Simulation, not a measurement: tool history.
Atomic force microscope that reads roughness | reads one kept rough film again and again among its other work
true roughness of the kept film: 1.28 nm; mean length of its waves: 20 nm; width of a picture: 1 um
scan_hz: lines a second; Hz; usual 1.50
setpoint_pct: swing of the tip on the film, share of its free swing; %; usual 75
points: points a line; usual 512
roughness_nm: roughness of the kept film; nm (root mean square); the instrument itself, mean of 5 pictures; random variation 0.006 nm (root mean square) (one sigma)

run	hour	scan_hz	setpoint_pct	points	roughness_nm
1	0.0	1.50	75	512	1.097
2	7.1	1.96	75	512	1.081
3	12.1	1.96	75	512	1.071
4	19.8	1.96	75	512	1.079
5	26.7	1.96	75	512	1.078
6	36.0	1.50	75	512	1.086
7	44.4	0.87	75	512	1.087
8	49.1	2.55	75	512	1.052
9	57.7	1.50	75	512	1.077
10	66.7	1.50	75	512	1.065
11	73.7	1.50	80	512	1.049
12	77.4	1.50	80	512	1.057
13	86.0	1.50	80	512	1.042
14	89.9	1.50	80	512	1.032
15	98.5	1.50	75	512	1.054
16	103.5	1.50	75	512	1.046
17	109.9	1.50	75	512	1.025
18	114.5	1.50	75	454	1.046
19	120.9	1.50	75	454	1.019
20	126.4	1.50	75	454	1.029
21	133.7	1.50	87	512	0.999
22	140.1	1.50	87	512	0.993
23	144.0	1.50	87	512	0.998
24	151.2	1.50	81	1007	1.015
25	157.9	1.50	81	1007	1.017
26	161.9	1.50	78	673	1.020
27	166.8	1.94	78	673	0.997
28	172.6	2.02	79	416	0.981
29	176.3	2.84	69	416	0.985
30	185.2	1.50	75	531	1.008
31	191.4	0.58	59	658	1.036
32	195.9	1.62	55	835	1.033
33	200.9	1.62	56	339	1.009
34	207.9	1.45	56	730	1.028
35	217.1	1.45	56	730	1.023
36	225.7	1.45	56	730	1.020
37	232.3	1.50	75	510	0.989
# hour 235.6: new tip fitted
38	238.8	1.50	85	512	1.090
39	244.7	1.16	65	698	1.147
40	253.5	1.50	74	977	1.115
41	261.3	1.50	74	977	1.116
42	268.2	1.50	74	977	1.112
43	274.7	0.53	61	977	1.141
44	281.9	2.58	83	290	1.016
45	286.1	2.58	83	290	1.022

Forecast each of these 4 alternatives for the next run:
A	294.4	2.33	75	328	?
B	294.4	0.61	77	290	?
C	294.4	2.15	86	510	?
D	294.4	1.50	80	413	?

run	roughness_nm
A	1.062
B	1.084
C	1.042
D	1.062
Without the tool's hidden state the same runs would have given:
run	roughness_nm
A	1.098
B	1.121
C	1.077
D	1.098
